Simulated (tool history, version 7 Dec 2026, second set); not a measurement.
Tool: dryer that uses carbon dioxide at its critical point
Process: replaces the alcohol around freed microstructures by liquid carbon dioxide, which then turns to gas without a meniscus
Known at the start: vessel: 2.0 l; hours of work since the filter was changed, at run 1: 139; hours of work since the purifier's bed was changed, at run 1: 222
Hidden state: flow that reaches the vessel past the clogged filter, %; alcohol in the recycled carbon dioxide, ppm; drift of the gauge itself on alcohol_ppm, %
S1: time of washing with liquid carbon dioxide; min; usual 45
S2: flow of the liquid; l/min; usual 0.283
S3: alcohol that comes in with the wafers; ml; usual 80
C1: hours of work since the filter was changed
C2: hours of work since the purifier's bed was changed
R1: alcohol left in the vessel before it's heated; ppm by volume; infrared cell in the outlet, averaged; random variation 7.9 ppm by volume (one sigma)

Run 1, hour 0.0: usual settings; C1 139; C2 222. Result: R1 764 ppm by volume.
Run 2, hour 38.3: usual settings; C1 168; C2 250. Result: R1 862 ppm by volume.
Run 3, hour 60.3: usual settings; C1 184; C2 267. Result: R1 907 ppm by volume.
Run 4, hour 87.4: usual settings; C1 205; C2 287. Result: R1 967 ppm by volume.
At hour 91.7: inlet filter changed.
Run 5, hour 128.9: usual settings; C1 28; C2 318. Result: R1 531 ppm by volume.
Run 6, hour 161.3: usual settings; C1 52; C2 342. Result: R1 575 ppm by volume.
Run 7, hour 189.3: usual settings; C1 74; C2 363. Result: R1 628 ppm by volume.
Run 8, hour 220.4: usual settings but S3 26 ml; C1 97; C2 387. Result: R1 291 ppm by volume.
Run 9, hour 261.2: usual settings but S2 0.217 l/min; C1 128; C2 418. Result: R1 1882 ppm by volume.
Run 10, hour 306.2: usual settings but S1 53 min; C1 162; C2 452. Result: R1 465 ppm by volume.
Run 11, hour 334.7: usual settings but S1 39 min; C1 183; C2 473. Result: R1 1481 ppm by volume.
At hour 366.9: inlet filter changed.
Run 12, hour 367.9: usual settings but S1 39 min; C1 1; C2 497. Result: R1 891 ppm by volume.
Run 13, hour 405.4: usual settings but S1 63 min; C1 29; C2 525. Result: R1 191 ppm by volume.
At hour 430.3: purifier's bed changed.
Run 14, hour 447.3: usual settings but S2 0.258 l/min, S3 24 ml; C1 58; C2 13. Result: R1 246 ppm by volume.
Run 15, hour 493.7: usual settings but S2 0.278 l/min, S3 91 ml; C1 93; C2 48. Result: R1 750 ppm by volume.
Run 16, hour 515.4: usual settings but S1 56 min, S2 0.245 l/min; C1 110; C2 64. Result: R1 483 ppm by volume.
Run 17, hour 545.6: usual settings but S1 71 min, S2 0.401 l/min; C1 132; C2 87. Result: R1 25 ppm by volume.
Run 18, hour 595.6: usual settings but S1 71 min, S2 0.401 l/min; C1 170; C2 125. Result: R1 42 ppm by volume.
Run 19, hour 624.8: usual settings but S1 64 min; C1 192; C2 147. Result: R1 207 ppm by volume.
At hour 643.5: inlet filter changed.
Run 20, hour 676.7: usual settings but S1 64 min; C1 25; C2 185. Result: R1 112 ppm by volume.
Run 21, hour 724.1: usual settings but S1 64 min; C1 61; C2 221. Result: R1 135 ppm by volume.
Run 22, hour 766.1: usual settings but S1 40 min, S2 0.215 l/min, S3 51 ml; C1 92; C2 252. Result: R1 1575 ppm by volume.
Run 23, hour 798.5: usual settings but S1 35 min, S2 0.240 l/min, S3 51 ml; C1 117; C2 277. Result: R1 1761 ppm by volume.
Run 24, hour 847.3: usual settings but S3 21 ml; C1 154; C2 313. Result: R1 255 ppm by volume.
Run 25, hour 884.2: usual settings but S2 0.257 l/min, S3 77 ml; C1 181; C2 341. Result: R1 1190 ppm by volume.

How the hidden state differs across the entries between the runs, from the last listed run before each to the first after it:
Between runs 4 and 5: inlet filter changed (hour 91.7)
  flow that reaches the vessel past the clogged filter, %: 82.1 -> 97.6; alcohol in the recycled carbon dioxide, ppm: 68.8 -> 75.8
  measured less the result without the state, R1: +572 -> +120 ppm by volume
Between runs 11 and 12: inlet filter changed (hour 366.9)
  flow that reaches the vessel past the clogged filter, %: 85.2 -> 99; alcohol in the recycled carbon dioxide, ppm: 111 -> 116.3
  measured less the result without the state, R1: +714 -> +140 ppm by volume
Between runs 13 and 14: purifier's bed changed (hour 430.3)
  flow that reaches the vessel past the clogged filter, %: 96.8 -> 94.4; alcohol in the recycled carbon dioxide, ppm: 123.1 -> 8.1
  measured less the result without the state, R1: +129 -> +52 ppm by volume
Between runs 19 and 20: inlet filter changed (hour 643.5)
  flow that reaches the vessel past the clogged filter, %: 83.4 -> 97.9; alcohol in the recycled carbon dioxide, ppm: 37.6 -> 46.5
  measured less the result without the state, R1: +147 -> +49 ppm by volume

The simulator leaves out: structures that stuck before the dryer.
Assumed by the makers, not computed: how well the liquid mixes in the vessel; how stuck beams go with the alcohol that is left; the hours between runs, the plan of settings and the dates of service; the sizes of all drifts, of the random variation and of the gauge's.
